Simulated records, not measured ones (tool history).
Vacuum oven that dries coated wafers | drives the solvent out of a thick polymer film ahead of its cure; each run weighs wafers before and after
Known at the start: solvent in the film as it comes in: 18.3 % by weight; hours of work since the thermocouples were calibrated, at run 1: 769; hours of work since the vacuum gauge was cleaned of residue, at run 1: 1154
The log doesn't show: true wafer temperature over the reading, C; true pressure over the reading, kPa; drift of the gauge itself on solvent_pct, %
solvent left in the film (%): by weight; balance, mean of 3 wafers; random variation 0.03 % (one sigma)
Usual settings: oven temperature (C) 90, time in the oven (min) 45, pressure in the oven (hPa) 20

run	hour	oven temperature (C)	time in the oven (min)	pressure in the oven (hPa)	hours of work since the thermocouples were calibrated	hours of work since the vacuum gauge was cleaned of residue	solvent left in the film (%)
1	0	90	45	20	769	1154	1.75
2	58.1	90	45	20	815	1200	1.76
3	91.6	90	45	20	841	1226	1.71
4	149.2	90	45	20	886	1271	1.69
# hour 174.1: oven's thermocouples calibrated
5	214.3	90	45	20	31	1320	1.77
6	244.8	90	45	39.6	55	1343	2.67
7	277.8	90	45	74.8	81	1369	4.22
8	333.9	90	45	74.8	124	1413	4.25
9	393.6	90	45	74.8	171	1459	4.28
# hour 401.8: vacuum gauge cleaned of residue and calibrated
10	460.6	90	37	74.8	222	46	4.73
11	517.1	90	45	20	266	90	1.69
12	568.7	90	61	20	306	130	1.23
13	610.8	78	45	20	339	163	3.76
14	663.5	78	45	20	380	204	3.77
15	726.4	78	45	20	429	253	3.84
16	770.4	90	45	20	463	287	1.65
17	805.6	90	45	20	490	314	1.63
18	869.5	90	45	21.3	540	364	1.76
19	908.9	90	45	21.3	571	395	1.82
20	960.1	90	45	21.3	611	435	1.72
21	1003.3	90	45	20	644	468	1.72
22	1042.3	90	41	20	675	499	1.95
23	1084.4	90	36	20	707	531	2.38
24	1152.4	90	36	20	760	584	2.3
25	1192.9	90	36	20	792	616	2.28
26	1231.4	87	78	27.8	822	646	1.63
27	1297.9	103	31	13.1	874	698	0.94
# hour 1339.1: oven's thermocouples calibrated
28	1340.2	103	31	13.1	1	729	0.96
29	1389.4	100	63	11.3	39	767	0.39
30	1419.1	84	28	63	62	790	6.59
31	1475.1	98	75	47.6	106	834	1.66
32	1531.5	97	23	47.6	150	878	3.78
33	1567.3	90	23	20	178	906	4.23
34	1609	90	23	20	210	938	4.12
35	1675.1	101	77	20	262	990	0.66
36	1718.6	101	37	69	295	1023	2.51
37	1781.1	90	45	13.6	344	1072	1.47
38	1815.4	93	45	10.3	371	1099	1.01
39	1863.6	98	45	64.3	408	1136	2.56
40	1935.6	90	45	57.6	464	1192	3.45
41	1991.6	90	45	57.6	508	1236	3.41
42	2036.1	104	53	24.4	543	1271	0.76
43	2088.9	77	45	59.7	584	1312	6.72
44	2142.7	103	48	20	626	1354	0.66
45	2189	85	45	56	662	1390	4.39
46	2226.5	84	45	71.6	691	1419	5.51
# hour 2289.9: vacuum gauge cleaned of residue and calibrated
47	2292.9	82	59	56	741	2	4.45

Forecast each of these 3 alternatives for the next run:
A	2334.8	98	59	10.2	774	35	?
B	2334.8	90	44	79.7	774	35	?
C	2334.8	103	60	10.4	774	35	?

run	solvent left in the film (%)
A	0.42
B	4.53
C	0.32
Without the tool's hidden state the same runs would have given:
run	solvent left in the film (%)
A	0.42
B	4.52
C	0.32
